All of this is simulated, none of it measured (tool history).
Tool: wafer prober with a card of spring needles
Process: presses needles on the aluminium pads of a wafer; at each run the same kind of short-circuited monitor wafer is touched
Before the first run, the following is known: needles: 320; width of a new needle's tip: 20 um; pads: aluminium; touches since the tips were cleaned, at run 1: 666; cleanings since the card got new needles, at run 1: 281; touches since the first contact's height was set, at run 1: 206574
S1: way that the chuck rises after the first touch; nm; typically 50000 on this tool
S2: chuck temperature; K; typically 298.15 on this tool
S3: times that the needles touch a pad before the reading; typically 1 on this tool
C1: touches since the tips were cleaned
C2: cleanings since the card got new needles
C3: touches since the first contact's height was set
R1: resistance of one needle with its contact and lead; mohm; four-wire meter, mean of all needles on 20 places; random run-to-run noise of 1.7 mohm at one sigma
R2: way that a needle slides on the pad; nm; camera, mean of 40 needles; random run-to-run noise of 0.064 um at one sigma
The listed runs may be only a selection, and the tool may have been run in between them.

{"run": 1, "day": 0.0, "S1": 50000, "S2": 298.15, "S3": 1, "C1": 666, "C2": 281, "C3": 206574, "R1": 227, "R2": 9460}
{"day": 0.204, "done": "tips cleaned on abrasive film"}
{"day": 0.454, "done": "tips cleaned on abrasive film"}
{"day": 0.658, "done": "tips cleaned on abrasive film"}
{"day": 0.908, "done": "tips cleaned on abrasive film"}
{"day": 1.112, "done": "tips cleaned on abrasive film"}
{"day": 1.362, "done": "tips cleaned on abrasive film"}
{"day": 1.575, "done": "height of the first contact set anew"}
{"day": 1.629, "done": "tips cleaned on abrasive film"}
{"run": 2, "day": 1.667, "S1": 50000, "S2": 298.15, "S3": 1, "C1": 657, "C2": 288, "C3": 1488, "R1": 231, "R2": 9860}
{"day": 1.871, "done": "tips cleaned on abrasive film"}
{"day": 2.121, "done": "tips cleaned on abrasive film"}
{"day": 2.375, "done": "tips cleaned on abrasive film"}
{"day": 2.625, "done": "tips cleaned on abrasive film"}
{"run": 3, "day": 2.638, "S1": 50000, "S2": 298.15, "S3": 1, "C1": 157, "C2": 292, "C3": 17421, "R1": 195, "R2": 9840}
{"day": 2.838, "done": "tips cleaned on abrasive film"}
{"day": 3.092, "done": "tips cleaned on abrasive film"}
{"day": 3.342, "done": "tips cleaned on abrasive film"}
{"day": 3.596, "done": "tips cleaned on abrasive film"}
{"run": 4, "day": 3.642, "S1": 50000, "S2": 298.15, "S3": 1, "C1": 777, "C2": 296, "C3": 33978, "R1": 231, "R2": 9790}
{"day": 3.796, "done": "tips cleaned on abrasive film, once more"}
{"day": 4.046, "done": "tips cleaned on abrasive film"}
{"day": 4.3, "done": "tips cleaned on abrasive film"}
{"day": 4.504, "done": "tips cleaned on abrasive film"}
{"run": 5, "day": 4.504, "S1": 50000, "S2": 390.15, "S3": 1, "C1": 0, "C2": 300, "C3": 48165, "R1": 205, "R2": 9810}
{"day": 4.758, "done": "tips cleaned on abrasive film"}
{"day": 5.008, "done": "tips cleaned on abrasive film"}
{"day": 5.262, "done": "tips cleaned on abrasive film"}
{"day": 5.512, "done": "tips cleaned on abrasive film"}
{"run": 6, "day": 5.629, "S1": 50000, "S2": 298.15, "S3": 1, "C1": 1923, "C2": 304, "C3": 66694, "R1": 286, "R2": 9810}
{"day": 5.733, "done": "tips cleaned on abrasive film"}
{"day": 5.983, "done": "tips cleaned on abrasive film"}
{"day": 6.238, "done": "tips cleaned on abrasive film"}
{"day": 6.488, "done": "tips cleaned on abrasive film"}
{"day": 6.742, "done": "tips cleaned on abrasive film"}
{"run": 7, "day": 6.933, "S1": 50000, "S2": 298.15, "S3": 1, "C1": 3236, "C2": 309, "C3": 88196, "R1": 316, "R2": 9760}
{"day": 6.988, "done": "tips cleaned on abrasive film"}
{"day": 7.238, "done": "tips cleaned on abrasive film"}
{"day": 7.492, "done": "tips cleaned on abrasive film"}
{"day": 7.742, "done": "tips cleaned on abrasive film"}
{"day": 7.996, "done": "tips cleaned on abrasive film"}
{"run": 8, "day": 8.183, "S1": 50000, "S2": 298.15, "S3": 1, "C1": 3141, "C2": 314, "C3": 108774, "R1": 326, "R2": 9750}
{"day": 8.238, "done": "tips cleaned on abrasive film"}
{"day": 8.488, "done": "tips cleaned on abrasive film"}
{"day": 8.742, "done": "tips cleaned on abrasive film"}
{"day": 8.942, "done": "tips cleaned on abrasive film"}
{"day": 9.196, "done": "tips cleaned on abrasive film"}
{"run": 9, "day": 9.329, "S1": 50000, "S2": 298.15, "S3": 1, "C1": 2254, "C2": 319, "C3": 127635, "R1": 299, "R2": 9580}
{"day": 9.433, "done": "tips cleaned on abrasive film"}
{"day": 9.638, "done": "tips cleaned on abrasive film"}
{"day": 9.888, "done": "tips cleaned on abrasive film"}
{"day": 10.142, "done": "tips cleaned on abrasive film"}
{"day": 10.342, "done": "tips cleaned on abrasive film"}
{"day": 10.596, "done": "tips cleaned on abrasive film"}
{"day": 10.796, "done": "tips cleaned on abrasive film"}
{"run": 10, "day": 10.925, "S1": 65000, "S2": 298.15, "S3": 1, "C1": 2155, "C2": 326, "C3": 153868, "R1": 254, "R2": 12570}
{"day": 11.029, "done": "tips cleaned on abrasive film"}
{"day": 11.233, "done": "tips cleaned on abrasive film"}
{"day": 11.483, "done": "tips cleaned on abrasive film"}
{"day": 11.688, "done": "tips cleaned on abrasive film"}
{"day": 11.938, "done": "tips cleaned on abrasive film"}
{"day": 12.192, "done": "tips cleaned on abrasive film"}
{"day": 12.442, "done": "tips cleaned on abrasive film"}
{"day": 12.692, "done": "tips cleaned on abrasive film"}
{"run": 11, "day": 12.692, "S1": 50000, "S2": 298.15, "S3": 1, "C1": 0, "C2": 334, "C3": 182886, "R1": 193, "R2": 9500}
{"day": 12.942, "done": "tips cleaned on abrasive film"}
{"day": 13.196, "done": "tips cleaned on abrasive film"}
{"day": 13.446, "done": "tips cleaned on abrasive film"}
{"day": 13.7, "done": "tips cleaned on abrasive film"}
{"day": 13.95, "done": "tips cleaned on abrasive film"}
{"day": 14.204, "done": "tips cleaned on abrasive film"}
{"run": 12, "day": 14.4, "S1": 64000, "S2": 298.15, "S3": 1, "C1": 3314, "C2": 340, "C3": 211107, "R1": 273, "R2": 12240}
{"day": 14.454, "done": "tips cleaned on abrasive film"}
{"day": 14.708, "done": "tips cleaned on abrasive film"}
{"day": 14.958, "done": "tips cleaned on abrasive film"}
{"day": 15.212, "done": "tips cleaned on abrasive film"}
{"day": 15.462, "done": "tips cleaned on abrasive film"}
{"day": 15.675, "done": "height of the first contact set anew"}
{"day": 15.729, "done": "tips cleaned on abrasive film"}
{"day": 15.929, "done": "tips cleaned on abrasive film"}
{"day": 16.183, "done": "tips cleaned on abrasive film"}
{"day": 16.433, "done": "tips cleaned on abrasive film"}
{"run": 13, "day": 16.446, "S1": 39000, "S2": 384.15, "S3": 3, "C1": 214, "C2": 349, "C3": 12668, "R1": 218, "R2": 7630}
{"day": 16.65, "done": "tips cleaned on abrasive film"}
{"day": 16.854, "done": "tips cleaned on abrasive film"}
{"day": 17.104, "done": "tips cleaned on abrasive film"}
{"day": 17.308, "done": "tips cleaned on abrasive film"}
{"day": 17.558, "done": "tips cleaned on abrasive film"}
{"run": 14, "day": 17.612, "S1": 39000, "S2": 384.15, "S3": 3, "C1": 878, "C2": 354, "C3": 31813, "R1": 231, "R2": 7650}
{"day": 17.767, "done": "tips cleaned on abrasive film"}
{"day": 17.967, "done": "tips cleaned on abrasive film"}
{"day": 18.221, "done": "tips cleaned on abrasive film"}
{"day": 18.471, "done": "tips cleaned on abrasive film"}
{"day": 18.725, "done": "tips cleaned on abrasive film"}
{"day": 18.975, "done": "tips cleaned on abrasive film"}
{"day": 19.229, "done": "tips cleaned on abrasive film"}
{"run": 15, "day": 19.288, "S1": 47000, "S2": 298.15, "S3": 1, "C1": 975, "C2": 361, "C3": 59353, "R1": 255, "R2": 9250}
{"day": 19.438, "done": "tips cleaned on abrasive film"}
{"day": 19.692, "done": "tips cleaned on abrasive film"}
{"day": 19.942, "done": "tips cleaned on abrasive film"}
{"day": 20.196, "done": "tips cleaned on abrasive film"}
{"day": 20.446, "done": "tips cleaned on abrasive film"}
{"day": 20.7, "done": "tips cleaned on abrasive film"}
{"day": 20.95, "done": "tips cleaned on abrasive film"}
{"run": 16, "day": 21.008, "S1": 35000, "S2": 368.15, "S3": 2, "C1": 923, "C2": 368, "C3": 87675, "R1": 284, "R2": 6690}
{"day": 21.158, "done": "tips cleaned on abrasive film"}
{"day": 21.412, "done": "tips cleaned on abrasive film"}
{"day": 21.662, "done": "tips cleaned on abrasive film"}
{"day": 21.867, "done": "tips cleaned on abrasive film"}
{"day": 22.117, "done": "tips cleaned on abrasive film"}
{"day": 22.321, "done": "tips cleaned on abrasive film"}
{"day": 22.571, "done": "tips cleaned on abrasive film"}
{"day": 22.825, "done": "tips cleaned on abrasive film"}
{"run": 17, "day": 22.842, "S1": 35000, "S2": 368.15, "S3": 2, "C1": 280, "C2": 376, "C3": 117846, "R1": 251, "R2": 6680}
{"day": 23.046, "done": "tips cleaned on abrasive film"}
{"day": 23.296, "done": "tips cleaned on abrasive film"}
{"day": 23.55, "done": "tips cleaned on abrasive film"}
{"day": 23.8, "done": "tips cleaned on abrasive film"}
{"day": 24.05, "done": "tips cleaned on abrasive film"}
{"day": 24.254, "done": "tips cleaned on abrasive film"}
{"run": 18, "day": 24.442, "S1": 36000, "S2": 303.15, "S3": 1, "C1": 3099, "C2": 382, "C3": 144193, "R1": 474, "R2": 6790}
{"day": 24.492, "done": "tips cleaned on abrasive film"}
{"day": 24.746, "done": "tips cleaned on abrasive film"}
{"day": 24.95, "done": "tips cleaned on abrasive film"}
{"day": 25.2, "done": "tips cleaned on abrasive film"}
{"day": 25.454, "done": "tips cleaned on abrasive film"}
{"day": 25.704, "done": "tips cleaned on abrasive film"}
{"run": 19, "day": 25.858, "S1": 36000, "S2": 303.15, "S3": 1, "C1": 2553, "C2": 388, "C3": 167504, "R1": 459, "R2": 6670}
{"day": 25.908, "done": "tips cleaned on abrasive film"}
{"day": 26.112, "done": "tips cleaned on abrasive film"}
{"day": 26.362, "done": "tips cleaned on abrasive film"}
{"day": 26.617, "done": "tips cleaned on abrasive film"}
{"day": 26.867, "done": "tips cleaned on abrasive film"}
{"day": 27.367, "done": "card fitted with new needles"}
{"day": 27.621, "done": "tips cleaned on abrasive film"}
{"day": 27.871, "done": "tips cleaned on abrasive film"}
{"day": 28.125, "done": "tips cleaned on abrasive film"}
{"day": 28.333, "done": "tips cleaned on abrasive film"}
{"run": 20, "day": 28.333, "S1": 64000, "S2": 336.15, "S3": 2, "C1": 0, "C2": 4, "C3": 15886, "R1": 179, "R2": 12630}
{"day": 28.538, "done": "tips cleaned on abrasive film"}
{"day": 28.738, "done": "tips cleaned on abrasive film"}
{"day": 28.992, "done": "tips cleaned on abrasive film"}
{"day": 29.242, "done": "tips cleaned on abrasive film"}
{"run": 21, "day": 29.408, "S1": 52000, "S2": 388.15, "S3": 3, "C1": 2745, "C2": 8, "C3": 33579, "R1": 211, "R2": 10230}
{"day": 29.462, "done": "tips cleaned on abrasive film"}
{"day": 29.712, "done": "tips cleaned on abrasive film"}
{"day": 29.967, "done": "tips cleaned on abrasive film"}
{"day": 30.217, "done": "tips cleaned on abrasive film"}
{"day": 30.471, "done": "tips cleaned on abrasive film"}
{"day": 30.671, "done": "tips cleaned on abrasive film"}
{"day": 30.925, "done": "tips cleaned on abrasive film"}
{"run": 22, "day": 31.1, "S1": 52000, "S2": 388.15, "S3": 3, "C1": 2975, "C2": 15, "C3": 61463, "R1": 209, "R2": 10210}
{"day": 31.154, "done": "tips cleaned on abrasive film"}
{"day": 31.358, "done": "tips cleaned on abrasive film"}
{"day": 31.608, "done": "tips cleaned on abrasive film"}
{"day": 31.862, "done": "tips cleaned on abrasive film"}
{"day": 32.112, "done": "tips cleaned on abrasive film"}
{"day": 32.317, "done": "tips cleaned on abrasive film"}
{"day": 32.567, "done": "tips cleaned on abrasive film"}
{"day": 32.821, "done": "tips cleaned on abrasive film"}
{"day": 33.071, "done": "tips cleaned on abrasive film"}
{"run": 23, "day": 33.108, "S1": 52000, "S2": 375.15, "S3": 3, "C1": 629, "C2": 24, "C3": 94472, "R1": 195, "R2": 10110}

Subtracting, for every run, the result it would have given without the tool's unlogged condition from the measured result gives the following. The same run-to-run variation enters both numbers; the gauge's scatter may not:
Hidden state present: debris on the tips, nm; way that the needles fall short of the set height, um; tips' diameter, um; drift of the gauge itself on contact_mohm, %; drift of the gauge itself on scrub_um, %.
run=1 R1=+57 R2=-440
run=2 R1=+61 R2=-10
run=3 R1=+27 R2=-50
run=4 R1=+64 R2=-80
run=5 R1=+13 R2=-100
run=6 R1=+117 R2=-150
run=7 R1=+146 R2=-190
run=8 R1=+156 R2=-230
run=9 R1=+129 R2=-270
run=10 R1=+88 R2=-340
run=11 R1=+21 R2=-410
run=12 R1=+104 R2=-460
run=13 R1=+24 R2=-40
run=14 R1=+39 R2=-80
run=15 R1=+88 R2=-140
run=16 R1=+88 R2=-210
run=17 R1=+58 R2=-280
run=18 R1=+298 R2=-330
run=19 R1=+284 R2=-390
run=20 R1=+2 R2=-30
run=21 R1=+24 R2=-80
run=22 R1=+24 R2=-130
run=23 R1=+10 R2=-200
